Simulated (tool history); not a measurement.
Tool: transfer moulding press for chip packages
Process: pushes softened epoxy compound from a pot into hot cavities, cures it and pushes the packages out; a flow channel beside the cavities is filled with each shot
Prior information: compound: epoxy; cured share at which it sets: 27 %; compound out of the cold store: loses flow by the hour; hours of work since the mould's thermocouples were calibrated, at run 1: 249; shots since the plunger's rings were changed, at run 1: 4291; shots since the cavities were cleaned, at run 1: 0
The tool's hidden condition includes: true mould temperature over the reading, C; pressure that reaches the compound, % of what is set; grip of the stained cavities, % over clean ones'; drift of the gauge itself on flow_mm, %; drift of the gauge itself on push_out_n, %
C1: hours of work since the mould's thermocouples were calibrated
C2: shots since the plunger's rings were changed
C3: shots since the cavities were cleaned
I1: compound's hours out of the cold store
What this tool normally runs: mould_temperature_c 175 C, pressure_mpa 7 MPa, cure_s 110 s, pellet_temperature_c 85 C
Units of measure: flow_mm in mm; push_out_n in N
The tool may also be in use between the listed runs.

Run 1, day 0: usual settings; C1 249; C2 4291; C3 0; I1 43.6. Result: flow_mm 628 mm, push_out_n 454 N.
Run 2, day 1.092: usual settings but pressure_mpa 7.62 MPa; C1 264; C2 4542; C3 251; I1 30.2. Result: flow_mm 685 mm, push_out_n 742 N.
Run 3, day 2.004: usual settings but pressure_mpa 6.67 MPa; C1 277; C2 4752; C3 461; I1 16.5. Result: flow_mm 682 mm, push_out_n 889 N.
Run 4, day 2.908: usual settings but pressure_mpa 6.67 MPa; C1 289; C2 4959; C3 668; I1 23.8. Result: flow_mm 658 mm, push_out_n 955 N.
At day 3.317: cavities cleaned with cleaning compound and waxed.
Run 5, day 4.138: usual settings but pressure_mpa 6.67 MPa; C1 306; C2 5227; C3 188; I1 45.2. Result: flow_mm 601 mm, push_out_n 673 N.
Run 6, day 4.954: usual settings but cure_s 122 s; C1 317; C2 5415; C3 376; I1 28.8. Result: flow_mm 649 mm, push_out_n 685 N.
Run 7, day 6.317: usual settings but cure_s 122 s; C1 336; C2 5727; C3 688; I1 10.8. Result: flow_mm 712 mm, push_out_n 820 N.
At day 6.633: cavities cleaned with cleaning compound and waxed.
At day 6.958: plunger's sealing rings changed.
Run 8, day 7.767: usual settings but mould_temperature_c 174 C; C1 354; C2 186; C3 236; I1 10.9. Result: flow_mm 767 mm, push_out_n 828 N.
Run 9, day 8.396: usual settings but pressure_mpa 6.6 MPa; C1 362; C2 330; C3 380; I1 24.8. Result: flow_mm 702 mm, push_out_n 850 N.
At day 8.742: mould's thermocouples calibrated.
Run 10, day 9.8: usual settings but pressure_mpa 6.6 MPa; C1 15; C2 634; C3 684; I1 32.5. Result: flow_mm 664 mm, push_out_n 953 N.
At day 10.125: cavities cleaned with cleaning compound and waxed.
Run 11, day 10.462: usual settings but pressure_mpa 6.6 MPa; C1 23; C2 771; C3 77; I1 25.4. Result: flow_mm 698 mm, push_out_n 569 N.
Run 12, day 11.804: usual settings; C1 42; C2 1079; C3 385; I1 14.9. Result: flow_mm 751 mm, push_out_n 830 N.
Run 13, day 12.567: usual settings; C1 52; C2 1255; C3 561; I1 25.4. Result: flow_mm 696 mm, push_out_n 904 N.
At day 13.462: cavities cleaned with cleaning compound and waxed.
Run 14, day 14.017: usual settings but pressure_mpa 6.22 MPa; C1 72; C2 1573; C3 127; I1 27.4. Result: flow_mm 653 mm, push_out_n 638 N.
Run 15, day 15.329: usual settings but pressure_mpa 6.22 MPa; C1 90; C2 1875; C3 429; I1 36.1. Result: flow_mm 623 mm, push_out_n 844 N.
Run 16, day 16.279: usual settings but pressure_mpa 6.22 MPa; C1 103; C2 2092; C3 646; I1 18.6. Result: flow_mm 678 mm, push_out_n 983 N.
At day 16.725: cavities cleaned with cleaning compound and waxed.
Run 17, day 17.221: usual settings but mould_temperature_c 180 C, pressure_mpa 7.46 MPa; C1 115; C2 2294; C3 114; I1 41.8. Result: flow_mm 659 mm, push_out_n 481 N.
Run 18, day 18.617: usual settings but mould_temperature_c 169 C, pressure_mpa 7.46 MPa, cure_s 111 s, pellet_temperature_c 90 C; C1 135; C2 2615; C3 435; I1 36. Result: flow_mm 694 mm, push_out_n 1210 N.
Run 19, day 19.221: usual settings but mould_temperature_c 169 C, pressure_mpa 7.46 MPa, cure_s 111 s, pellet_temperature_c 90 C; C1 143; C2 2754; C3 574; I1 18.1. Result: flow_mm 750 mm, push_out_n 1393 N.
At day 20.075: cavities cleaned with cleaning compound and waxed.
Run 20, day 20.262: usual settings but mould_temperature_c 174 C, pressure_mpa 5.42 MPa; C1 157; C2 2979; C3 43; I1 37.5. Result: flow_mm 576 mm, push_out_n 540 N.
Run 21, day 21.296: usual settings but mould_temperature_c 179 C, cure_s 100 s, pellet_temperature_c 76 C; C1 171; C2 3215; C3 279; I1 45.6. Result: flow_mm 622 mm, push_out_n 721 N.
Run 22, day 22.129: usual settings but pressure_mpa 7.52 MPa, pellet_temperature_c 84 C; C1 183; C2 3406; C3 470; I1 29. Result: flow_mm 699 mm, push_out_n 879 N.
At day 23.338: cavities cleaned with cleaning compound and waxed.
Run 23, day 23.638: usual settings but pressure_mpa 7.52 MPa, pellet_temperature_c 84 C; C1 203; C2 3739; C3 69; I1 22.5. Result: flow_mm 712 mm, push_out_n 557 N.
Run 24, day 24.704: usual settings but mould_temperature_c 168 C, pressure_mpa 7.18 MPa; C1 218; C2 3984; C3 314; I1 21.8. Result: flow_mm 719 mm, push_out_n 1281 N.
Run 25, day 26.067: usual settings but mould_temperature_c 168 C, pressure_mpa 8.23 MPa; C1 237; C2 4297; C3 627; I1 20.1. Result: flow_mm 774 mm, push_out_n 1553 N.
At day 26.696: cavities cleaned with cleaning compound and waxed.
Run 26, day 27.204: usual settings but mould_temperature_c 168 C, pressure_mpa 8.23 MPa, cure_s 125 s, pellet_temperature_c 87 C; C1 252; C2 4543; C3 116; I1 8.1. Result: flow_mm 821 mm, push_out_n 816 N.
Run 27, day 27.996: usual settings but pressure_mpa 6.15 MPa, cure_s 94 s, pellet_temperature_c 78 C; C1 263; C2 4725; C3 298; I1 47.4. Result: flow_mm 566 mm, push_out_n 1011 N.
Run 28, day 29.058: usual settings; C1 277; C2 4969; C3 542; I1 40.6. Result: flow_mm 624 mm, push_out_n 850 N.

Results per run with the tool's hidden condition removed, run-to-run variation unchanged:
run  flow_mm  push_out_n
  1      671         446
  2      734         468
  3      734         476
  4      711         470
  5      652         451
  6      706         384
  7      779         405
  8      772         536
  9      708         486
 10      672         468
 11      708         468
 12      766         464
 13      712         463
 14      671         470
 15      644         457
 16      703         493
 17      685         365
 18      726         674
 19      785         730
 20      606         493
 21      656         449
 22      739         478
 23      757         475
 24      768         778
 25      831         793
 26      885         631
 27      611         624
 28      678         450
